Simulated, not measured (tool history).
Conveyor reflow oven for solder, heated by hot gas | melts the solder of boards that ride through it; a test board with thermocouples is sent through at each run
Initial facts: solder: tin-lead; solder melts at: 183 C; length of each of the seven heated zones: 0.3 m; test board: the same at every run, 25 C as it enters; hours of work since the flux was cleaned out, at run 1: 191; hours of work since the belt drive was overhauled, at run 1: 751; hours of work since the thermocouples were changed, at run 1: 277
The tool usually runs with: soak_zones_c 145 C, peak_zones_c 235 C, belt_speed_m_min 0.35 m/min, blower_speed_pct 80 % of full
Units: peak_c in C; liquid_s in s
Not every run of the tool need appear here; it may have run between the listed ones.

run	hour	soak_zones_c	peak_zones_c	belt_speed_m_min	blower_speed_pct	hours of work since the flux was cleaned out	hours of work since the belt drive was overhauled	hours of work since the thermocouples were changed	peak_c	liquid_s
1	0	145	235	0.35	80	191	751	277	219.81	83.5
2	36.7	145	235	0.35	80	213	773	299	219.74	83.9
# hour 47.5: flux residue cleaned out of gas plates and filters
3	75.8	145	232	0.35	80	17	793	320	216.6	80.3
4	111.1	145	235	0.35	84	38	814	341	220.16	84
5	138.5	145	235	0.35	84	54	830	357	219.99	84
6	166.8	145	235	0.35	84	71	847	374	220.08	84.2
7	189.6	145	235	0.35	80	85	861	388	219	83
8	220.9	145	245	0.35	80	103	879	406	227.47	90.2
# hour 243: flux residue cleaned out of gas plates and filters, once more
9	243.8	145	245	0.35	80	0	890	417	229.98	92.5
10	271.4	145	235	0.35	86	17	907	433	222.65	86.4
11	296.9	145	235	0.35	86	32	922	449	222.53	86.9
12	333.5	145	235	0.35	86	54	944	470	222.54	87.2
13	356	141	235	0.35	86	67	957	484	221.71	84.5
14	387.7	145	225	0.35	80	86	976	503	212.45	76.4
15	411.3	145	235	0.338	80	100	990	517	222.07	89.2
# hour 443.2: thermocouples of zones 6 and 7 changed
16	448.5	145	240	0.306	80	121	1011	3	227.74	104.6
17	477.1	145	240	0.306	80	138	1028	20	227.79	105
18	495.8	147	236	0.334	80	150	1039	31	222.23	91.9
19	523	156	226	0.334	53	166	1055	48	207.89	78.7
20	550.6	156	226	0.334	53	182	1072	64	208.02	78.9
21	576.1	156	244	0.334	53	197	1087	79	222.3	96.2
# hour 612.9: flux residue cleaned out of gas plates and filters
22	614.5	156	244	0.334	53	1	1107	99	223.14	97.2
23	643.3	135	243	0.334	53	18	1124	116	217.39	78.8
24	676.3	151	245	0.347	54	38	1144	136	221.77	88.5
25	704.9	154	242	0.33	86	55	1161	153	230.75	103.8
26	731.2	144	242	0.33	86	71	1177	169	229.56	98
27	759	136	231	0.35	80	87	1193	185	215.17	75
28	792.8	136	235	0.35	57	107	1213	205	210.85	67.6
29	815.8	156	235	0.35	60	121	1227	219	216.73	86.7
30	837.2	156	249	0.35	76	134	1240	232	233.14	100.9

Entry by entry between the runs, the difference in hidden state between the last listed run before and the first listed run after:
From run 2 to run 3: flux residue cleaned out of gas plates and filters (hour 47.5)
  heat that the gas passes to the board, % of a clean oven's: 95 -> 92.7; belt's true speed, % of the reading: 98.99 -> 98.96; true gas temperature in zones 6 and 7 over the reading, C: 0.74 -> 0.79
  what was measured, less what the result would be without the hidden state, peak_c: -0.39 -> -0.96 C; liquid_s: +0.2 -> -0.6 s
From run 8 to run 9: flux residue cleaned out of gas plates and filters, once more (hour 243)
  heat that the gas passes to the board, % of a clean oven's: 91.2 -> 99.4; belt's true speed, % of the reading: 98.84 -> 98.82; true gas temperature in zones 6 and 7 over the reading, C: 0.99 -> 1.01
  what was measured, less what the result would be without the hidden state, peak_c: -1.39 -> +1.09 C; liquid_s: -0.2 -> +1.9 s
From run 15 to run 16: thermocouples of zones 6 and 7 changed (hour 443.2)
  heat that the gas passes to the board, % of a clean oven's: 97.6 -> 97.2; belt's true speed, % of the reading: 98.68 -> 98.64; true gas temperature in zones 6 and 7 over the reading, C: 1.25 -> -0.25
  what was measured, less what the result would be without the hidden state, peak_c: +0.87 -> -0.51 C; liquid_s: +1.9 -> +1 s
From run 21 to run 22: flux residue cleaned out of gas plates and filters (hour 612.9)
  heat that the gas passes to the board, % of a clean oven's: 95.9 -> 99.4; belt's true speed, % of the reading: 98.53 -> 98.5; true gas temperature in zones 6 and 7 over the reading, C: -0.08 -> -0.04
  what was measured, less what the result would be without the hidden state, peak_c: -0.38 -> +0.39 C; liquid_s: +1 -> +1.9 s
